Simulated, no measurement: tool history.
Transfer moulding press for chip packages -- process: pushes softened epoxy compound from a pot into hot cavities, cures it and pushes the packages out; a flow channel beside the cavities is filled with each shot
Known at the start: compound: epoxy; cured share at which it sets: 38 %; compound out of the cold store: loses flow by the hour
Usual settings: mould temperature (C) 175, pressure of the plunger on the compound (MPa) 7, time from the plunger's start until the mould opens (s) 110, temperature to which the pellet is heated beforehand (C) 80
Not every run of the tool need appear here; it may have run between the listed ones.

| run | hour | mould temperature (C) | pressure of the plunger on the compound (MPa) | time from the plunger's start until the mould opens (s) | temperature to which the pellet is heated beforehand (C) | incoming compound's hours out of the cold store | length that the compound runs in the flow channel (mm) | greatest force on the pins that push the packages out (N) |
|---|---|---|---|---|---|---|---|---|
| 1 | 0 | 175 | 7 | 110 | 80 | 24.6 | 521.8 | 869 |
| 2 | 12.5 | 175 | 7 | 110 | 80 | 8.6 | 549.5 | 935 |
|  | 18.5 | cavities cleaned with cleaning compound and waxed |
|  | 29.7 | plunger's sealing rings changed |
| 3 | 30.5 | 175 | 7 | 110 | 80 | 36.8 | 517 | 1022 |
| 4 | 39.3 | 175 | 7 | 110 | 80 | 11.6 | 562.6 | 1062 |
| 5 | 46 | 175 | 7 | 110 | 80 | 22.7 | 540.9 | 1042 |
| 6 | 59.8 | 175 | 7 | 110 | 83 | 29.8 | 528.2 | 1006 |
| 7 | 73.8 | 175 | 7 | 110 | 80 | 45.6 | 499.4 | 953 |
| 8 | 80.9 | 175 | 7 | 110 | 80 | 47.5 | 496.3 | 919 |
|  | 91.2 | cavities cleaned with cleaning compound and waxed, once more |
| 9 | 95.8 | 175 | 7 | 110 | 80 | 21.1 | 540.5 | 490 |
| 10 | 104.9 | 175 | 7 | 110 | 73 | 25.8 | 532.1 | 619 |
| 11 | 111.6 | 181 | 7 | 110 | 80 | 47 | 486.6 | 553 |
| 12 | 117.9 | 181 | 7.35 | 110 | 80 | 9.5 | 565.6 | 595 |
| 13 | 132.3 | 175 | 7 | 110 | 80 | 34.5 | 514.9 | 794 |
| 14 | 144.3 | 175 | 7 | 110 | 80 | 18.4 | 543.4 | 864 |
| 15 | 152.2 | 169 | 7.6 | 137 | 78 | 37.2 | 541.6 | 834 |
|  | 161.6 | cavities cleaned with cleaning compound and waxed |
| 16 | 165.1 | 169 | 8.35 | 110 | 80 | 45.8 | 551.1 | 665 |
| 17 | 176.6 | 169 | 8.35 | 110 | 80 | 22.3 | 595.5 | 928 |
| 18 | 186.6 | 182 | 7.42 | 136 | 82 | 44.2 | 500.6 | 537 |
| 19 | 193.7 | 175 | 6.71 | 115 | 76 | 22.6 | 522.6 | 678 |
| 20 | 204.1 | 175 | 6.71 | 107 | 76 | 18.9 | 527.6 | 831 |
| 21 | 213.9 | 176 | 5.3 | 131 | 76 | 44.3 | 429.2 | 654 |
| 22 | 225.9 | 176 | 5.3 | 131 | 76 | 41.2 | 431.9 | 696 |
|  | 231.7 | cavities cleaned with cleaning compound and waxed |
| 23 | 240.7 | 176 | 5.3 | 131 | 76 | 28.7 | 450.3 | 456 |
| 24 | 255.2 | 176 | 5.3 | 131 | 76 | 35.2 | 440.6 | 552 |
| 25 | 261.7 | 176 | 5.3 | 131 | 76 | 32.8 | 443.2 | 574 |
| 26 | 269.6 | 177 | 7.1 | 106 | 76 | 41.6 | 495.4 | 720 |
| 27 | 281.1 | 177 | 7.1 | 106 | 76 | 43.4 | 491.7 | 788 |
| 28 | 289.9 | 177 | 7.1 | 106 | 76 | 12.7 | 544.4 | 830 |

Pick out some run-to-run changes in length that the compound runs in the flow channel (mm). Of each, how much would a tool without hidden state show as well, from the settings, what came in and chance, and how much is left for the hidden state and any gauge scatter not in both results compared?
Hidden state present: true mould temperature over the reading, C; pressure that reaches the compound, % of what is set; grip of the stained cavities, % over clean ones'; drift of the gauge itself on flow_mm, %; drift of the gauge itself on push_out_n, %.
Run 2 -> 3: cavities cleaned with cleaning compound and waxed, plunger's sealing rings changed. length that the compound runs in the flow channel (mm) -32.5: hidden state +19.2, all else -51.7.
Run 17 -> 18: mould temperature (C) 169 -> 182, pressure of the plunger on the compound (MPa) 8.35 -> 7.42, time from the plunger's start until the mould opens (s) 110 -> 136, temperature to which the pellet is heated beforehand (C) 80 -> 82. length that the compound runs in the flow channel (mm) -94.9: hidden state +1.1, all else -96.
Run 20 -> 21: mould temperature (C) 175 -> 176, pressure of the plunger on the compound (MPa) 6.71 -> 5.3, time from the plunger's start until the mould opens (s) 107 -> 131. length that the compound runs in the flow channel (mm) -98.4: hidden state +1.5, all else -99.9.
Run 27 -> 28: no setting changed, nothing entered. length that the compound runs in the flow channel (mm) +52.7: hidden state -2.1, all else +54.8.
